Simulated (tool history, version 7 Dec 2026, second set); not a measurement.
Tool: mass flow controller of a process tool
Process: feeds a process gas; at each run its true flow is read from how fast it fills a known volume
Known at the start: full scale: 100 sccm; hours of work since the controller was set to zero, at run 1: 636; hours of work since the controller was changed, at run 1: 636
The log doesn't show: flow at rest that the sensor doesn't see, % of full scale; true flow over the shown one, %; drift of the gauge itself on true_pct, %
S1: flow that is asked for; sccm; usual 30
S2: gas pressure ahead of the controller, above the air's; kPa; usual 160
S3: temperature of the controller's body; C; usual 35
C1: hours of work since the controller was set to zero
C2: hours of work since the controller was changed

Run 1, hour 0.0: usual settings; C1 636; C2 636. Result: true flow (%) 97.57.
Run 2, hour 67.6: usual settings; C1 665; C2 665. Result: true flow (%) 97.67.
Run 3, hour 137.8: usual settings; C1 695; C2 695. Result: true flow (%) 97.72.
Run 4, hour 214.7: usual settings; C1 727; C2 727. Result: true flow (%) 97.62.
Run 5, hour 305.1: usual settings; C1 766; C2 766. Result: true flow (%) 97.73.
Run 6, hour 406.5: usual settings; C1 809; C2 809. Result: true flow (%) 97.81.
Run 7, hour 454.4: usual settings but S2 162 kPa; C1 829; C2 829. Result: true flow (%) 97.78.
Run 8, hour 534.6: usual settings but S2 162 kPa; C1 863; C2 863. Result: true flow (%) 97.88.
Run 9, hour 580.7: usual settings but S2 162 kPa, S3 20 C; C1 882; C2 882. Result: true flow (%) 98.48.
Run 10, hour 661.1: usual settings but S2 162 kPa, S3 20 C; C1 917; C2 917. Result: true flow (%) 98.60.
Run 11, hour 734.2: usual settings but S1 21 sccm, S2 197 kPa, S3 33 C; C1 948; C2 948. Result: true flow (%) 97.63.
Run 12, hour 823.8: usual settings but S1 31 sccm, S2 153 kPa, S3 30 C; C1 986; C2 986. Result: true flow (%) 98.47.
Run 13, hour 909.1: usual settings but S1 12 sccm, S2 153 kPa, S3 21 C; C1 1022; C2 1022. Result: true flow (%) 98.05.
Run 14, hour 983.8: usual settings but S1 10 sccm, S2 186 kPa, S3 25 C; C1 1053; C2 1053. Result: true flow (%) 97.72.
Run 15, hour 1063.6: usual settings but S1 18 sccm, S2 227 kPa, S3 22 C; C1 1087; C2 1087. Result: true flow (%) 97.97.
Run 16, hour 1152.6: usual settings but S1 18 sccm, S2 227 kPa, S3 22 C; C1 1125; C2 1125. Result: true flow (%) 98.17.
Run 17, hour 1230.8: usual settings but S1 10 sccm, S3 33 C; C1 1158; C2 1158. Result: true flow (%) 97.61.
Run 18, hour 1328.6: usual settings but S1 10 sccm, S3 33 C; C1 1200; C2 1200. Result: true flow (%) 97.91.
Run 19, hour 1429.2: usual settings but S1 27 sccm, S2 222 kPa, S3 28 C; C1 1242; C2 1242. Result: true flow (%) 98.26.
Run 20, hour 1485.3: usual settings but S1 92 sccm, S2 222 kPa, S3 26 C; C1 1266; C2 1266. Result: true flow (%) 100.43.

The same runs without the tool's hidden state, with the same run-to-run variation:
run  true flow (%)
  1          97.56
  2          97.63
  3          97.64
  4          97.49
  5          97.55
  6          97.57
  7          97.51
  8          97.56
  9          98.14
 10          98.21
 11          97.20
 12          97.98
 13          97.51
 14          97.14
 15          97.35
 16          97.49
 17          96.89
 18          97.13
 19          97.42
 20          99.54
